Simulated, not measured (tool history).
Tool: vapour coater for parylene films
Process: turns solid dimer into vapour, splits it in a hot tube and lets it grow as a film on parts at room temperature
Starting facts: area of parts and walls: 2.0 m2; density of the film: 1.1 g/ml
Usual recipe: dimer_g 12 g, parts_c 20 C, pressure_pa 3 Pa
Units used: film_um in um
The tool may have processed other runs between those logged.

{"run": 1, "hour": 0.0, "dimer_g": 12, "parts_c": 20, "pressure_pa": 3, "film_um": 4.02}
{"run": 2, "hour": 37.5, "dimer_g": 12, "parts_c": 20, "pressure_pa": 3, "film_um": 4.02}
{"run": 3, "hour": 111.8, "dimer_g": 12, "parts_c": 20, "pressure_pa": 3.92, "film_um": 3.81}
{"run": 4, "hour": 150.4, "dimer_g": 12, "parts_c": 20, "pressure_pa": 3.92, "film_um": 3.83}
{"run": 5, "hour": 236.9, "dimer_g": 12, "parts_c": 20, "pressure_pa": 3.92, "film_um": 3.81}
{"run": 6, "hour": 294.5, "dimer_g": 12, "parts_c": 20, "pressure_pa": 3, "film_um": 3.88}
{"run": 7, "hour": 351.8, "dimer_g": 12, "parts_c": 20, "pressure_pa": 3, "film_um": 3.93}
{"run": 8, "hour": 430.5, "dimer_g": 12, "parts_c": 20, "pressure_pa": 3, "film_um": 3.87}
{"hour": 450.4, "done": "trap's valve overhauled"}
{"run": 9, "hour": 498.5, "dimer_g": 12, "parts_c": 20, "pressure_pa": 2.7, "film_um": 3.89}
{"run": 10, "hour": 540.5, "dimer_g": 12, "parts_c": 20, "pressure_pa": 2.7, "film_um": 3.82}
{"run": 11, "hour": 588.0, "dimer_g": 12, "parts_c": 20, "pressure_pa": 2.7, "film_um": 3.84}
{"hour": 599.4, "done": "trap's valve overhauled, once more"}
{"run": 12, "hour": 665.9, "dimer_g": 12, "parts_c": 20, "pressure_pa": 2.7, "film_um": 4.1}
{"run": 13, "hour": 706.1, "dimer_g": 12, "parts_c": 20, "pressure_pa": 2.7, "film_um": 4.1}
{"run": 14, "hour": 784.4, "dimer_g": 12, "parts_c": 22, "pressure_pa": 3, "film_um": 3.69}
{"run": 15, "hour": 872.8, "dimer_g": 12, "parts_c": 22, "pressure_pa": 3, "film_um": 3.73}
{"run": 16, "hour": 950.3, "dimer_g": 10, "parts_c": 18, "pressure_pa": 3, "film_um": 3.54}
{"run": 17, "hour": 1029.3, "dimer_g": 10, "parts_c": 18, "pressure_pa": 3, "film_um": 3.54}
{"run": 18, "hour": 1101.3, "dimer_g": 12, "parts_c": 25, "pressure_pa": 3, "film_um": 3.23}
{"run": 19, "hour": 1148.4, "dimer_g": 7, "parts_c": 25, "pressure_pa": 3.42, "film_um": 1.89}
{"run": 20, "hour": 1225.2, "dimer_g": 18, "parts_c": 13, "pressure_pa": 5.57, "film_um": 6.97}
{"run": 21, "hour": 1304.1, "dimer_g": 18, "parts_c": 13, "pressure_pa": 5.57, "film_um": 6.89}
{"run": 22, "hour": 1390.7, "dimer_g": 15, "parts_c": 17, "pressure_pa": 4.15, "film_um": 5.13}
{"hour": 1418.7, "done": "trap's valve overhauled"}
{"run": 23, "hour": 1436.6, "dimer_g": 15, "parts_c": 17, "pressure_pa": 4.15, "film_um": 5.42}
{"run": 24, "hour": 1509.7, "dimer_g": 14, "parts_c": 17, "pressure_pa": 3, "film_um": 5.22}
{"run": 25, "hour": 1570.7, "dimer_g": 14, "parts_c": 17, "pressure_pa": 3, "film_um": 5.19}
{"run": 26, "hour": 1649.5, "dimer_g": 21, "parts_c": 18, "pressure_pa": 2.96, "film_um": 7.45}
{"run": 27, "hour": 1708.6, "dimer_g": 21, "parts_c": 18, "pressure_pa": 2.96, "film_um": 7.49}
{"run": 28, "hour": 1761.1, "dimer_g": 5, "parts_c": 12, "pressure_pa": 4.11, "film_um": 2.12}
{"run": 29, "hour": 1802.1, "dimer_g": 22, "parts_c": 12, "pressure_pa": 2.31, "film_um": 9.55}

Predict each of these 5 candidate next runs independently; none follows another, all start after run 29:
{"run": "A", "hour": 1887.4, "dimer_g": 22, "parts_c": 28, "pressure_pa": 4.79, "film_um": "?"}
{"run": "B", "hour": 1887.4, "dimer_g": 8, "parts_c": 20, "pressure_pa": 8.85, "film_um": "?"}
{"run": "C", "hour": 1887.4, "dimer_g": 6, "parts_c": 24, "pressure_pa": 3, "film_um": "?"}
{"run": "D", "hour": 1887.4, "dimer_g": 8, "parts_c": 14, "pressure_pa": 3.53, "film_um": "?"}
{"run": "E", "hour": 1887.4, "dimer_g": 6, "parts_c": 30, "pressure_pa": 6.4, "film_um": "?"}

run=A film_um=5.03
run=B film_um=2.27
run=C film_um=1.69
run=D film_um=3.18
run=E film_um=1.23
The same runs, with their run-to-run variation unchanged, on a tool lacking any hidden condition would have given:
run=A film_um=5.32
run=B film_um=2.4
run=C film_um=1.78
run=D film_um=3.36
run=E film_um=1.3

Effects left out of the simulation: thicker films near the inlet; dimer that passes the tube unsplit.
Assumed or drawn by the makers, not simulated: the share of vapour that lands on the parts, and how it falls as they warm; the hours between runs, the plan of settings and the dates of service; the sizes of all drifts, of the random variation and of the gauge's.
